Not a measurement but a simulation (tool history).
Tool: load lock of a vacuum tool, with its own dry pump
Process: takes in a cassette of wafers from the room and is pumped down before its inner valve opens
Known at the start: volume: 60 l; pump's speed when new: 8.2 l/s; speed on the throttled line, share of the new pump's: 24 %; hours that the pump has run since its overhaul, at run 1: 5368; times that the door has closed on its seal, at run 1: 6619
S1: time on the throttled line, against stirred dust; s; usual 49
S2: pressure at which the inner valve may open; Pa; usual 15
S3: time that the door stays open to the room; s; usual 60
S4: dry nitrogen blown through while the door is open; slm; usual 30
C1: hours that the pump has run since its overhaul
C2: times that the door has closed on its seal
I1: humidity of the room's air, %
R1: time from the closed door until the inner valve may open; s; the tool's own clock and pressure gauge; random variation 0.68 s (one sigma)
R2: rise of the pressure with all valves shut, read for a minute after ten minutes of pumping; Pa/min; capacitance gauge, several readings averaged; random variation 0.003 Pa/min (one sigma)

run    hour  S1  S2   S3  S4    C1     C2    I1     R1     R2
  1       0  49  15   60  30  5368   6619    43  105.8  0.089
  2   110.7  49  15   60  30  5479   6754  44.8  106.7  0.092
  3   239.8  49  21   60  30  5608   6911  41.1  102.2  0.093
  4   321.1  49  15   60   8  5689   7010  47.5  106.7   0.11
  5   480.6  49  15   60  30  5849   7205  42.8  104.8  0.101
  6   647.7  49  15   60  30  6016   7409  45.1  106.1  0.102
  7   739.2  49  15   60  30  6107   7520  48.5  107.4  0.111
  8   866.5  49  15   60  30  6235   7676  44.9  106.1  0.105
  9  1002.4  49  15   60  14  6371   7841  46.9  106.5  0.116
 10  1172.3  49  15   60  14  6540   8048  44.2  107.5  0.119
 11    1260  49  15   60  30  6628   8155  47.7  107.5  0.114
 12  1331.9  49  15   60  30  6700   8243  42.8  107.8   0.11
 13  1421.2  49  15   60  30  6789   8352  48.4  107.8   0.12
 14  1572.4  49  15   60  30  6941   8536  42.4  107.6   0.12
 15  1729.6  96  15   60  30  7098   8728  45.5  141.5  0.128
 16  1890.6  96  15   60  30  7259   8924  44.1  143.2  0.129
 17  2033.2  91  15   60  30  7401   9098  46.9  137.4  0.135
 18  2107.6  91  28   60  30  7476   9189  44.4  132.1  0.137
 19  2276.6  91  28   60  30  7645   9395    44  133.4  0.127
 20  2404.5  57  18  184   8  7773   9551  49.4  111.1  0.171
 21  2551.4  57  18  184   8  7919   9730  42.5  112.1  0.169
 22    2642  57  18  184   8  8010   9841  45.4    112   0.17
 23  2733.9  53  24   69  13  8102   9953  45.6  107.4  0.154
 24  2845.3  42  18   60  14  8213  10089  47.3  102.2  0.155
 25  2935.4  59  24   60   6  8304  10199  44.3  113.2  0.163
 26  3055.2  35  24   69   6  8423  10345  43.3   95.1  0.175
 27  3146.3  49  22   82  30  8514  10456  45.4  105.8  0.157
 28  3240.7  37  14   82  30  8609  10571  45.3  101.2  0.161
 29  3326.2  37  14   82  30  8694  10675  45.6  102.2  0.162
 30  3452.8  49  25   57   5  8821  10830  46.9  104.9  0.183
 31  3586.4  49  23   62  32  8954  10992  45.2  106.5  0.163
 32  3714.9  39  17   98  32  9083  11149    46  101.2  0.169
 33  3869.6  39  17   98  32  9238  11338    45  101.8  0.175
 34    3995  75  15   66   4  9363  11491  46.5  128.9  0.197
 35  4136.1  49  23   60  33  9504  11663  44.7  106.1  0.179
 36  4304.8  95  23   70  33  9673  11869  47.7  139.5  0.181

Some steps in R1 between neighbouring runs. How much of each would the tool show without its hidden state too (settings, what came in, random variation), and how much is left for the hidden state, with any gauge scatter that isn't in both results?
The hidden state here: pump's speed, % of a new pump's; leak at the door's seal, Pa l/s; drift of the gauge itself on ready_s, %; drift of the gauge itself on rise_pa_min, %.
Run 14 -> 15: S1 49 -> 96. R1 +33.9 s: hidden state -0.9, all else +34.8.
Run 19 -> 20: S1 91 -> 57, S2 28 -> 18, S3 60 -> 184, S4 30 -> 8. R1 -22.3 s: hidden state +1.4, all else -23.7.
Run 27 -> 28: S1 49 -> 37, S2 22 -> 14. R1 -4.6 s: hidden state +1.1, all else -5.7.
Run 33 -> 34: S1 39 -> 75, S2 17 -> 15, S3 98 -> 66, S4 32 -> 4. R1 +27.1 s: hidden state -0.9, all else +28.
Run 35 -> 36: S1 49 -> 95, S3 60 -> 70. R1 +33.4 s: hidden state -1.6, all else +35.
